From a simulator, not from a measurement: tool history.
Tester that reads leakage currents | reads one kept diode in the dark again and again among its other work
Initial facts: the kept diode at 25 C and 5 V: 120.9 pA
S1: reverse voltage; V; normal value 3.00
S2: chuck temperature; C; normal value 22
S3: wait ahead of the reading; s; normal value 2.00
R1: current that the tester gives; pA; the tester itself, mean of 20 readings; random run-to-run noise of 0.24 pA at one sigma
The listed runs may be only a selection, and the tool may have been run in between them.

run	hour	S1	S2	S3	R1
1	0.0	3.00	22	2.00	77.35
2	34.0	3.00	22	2.00	77.69
3	52.8	3.00	22	2.00	77.88
4	90.5	3.00	22	2.00	77.37
5	133.7	3.00	22	2.42	77.09
6	175.1	3.00	22	2.42	77.26
7	194.1	3.00	22	2.00	77.62
8	226.6	3.00	22	2.00	77.58
9	253.7	3.00	22	2.00	78.08
10	285.4	3.00	22	2.00	77.64
11	317.5	3.68	22	0.45	86.46
12	342.2	12.28	25	0.45	183.60
13	383.8	1.89	38	0.31	234.86
14	409.1	1.89	38	3.22	232.16
15	445.8	12.28	33	3.22	331.78
16	473.6	1.06	45	2.78	312.05
17	511.1	10.90	30	0.61	253.49
18	550.5	3.00	25	2.00	99.93
19	594.0	3.00	42	2.00	375.29

Removed from this log: 1 entry logged between the listed runs. Between which two listed runs does each belong, and how does the tool's hidden state at the listed run before it compare with that at the listed run after it?
After run 4, before run 5: probe card cleaned and baked (hour 103.5)
  stray current of the dirty probe card, pA a volt: 0.041 -> 0.02
  measured result minus the result with no hidden state, R1: +0.03 -> -0.04 pA
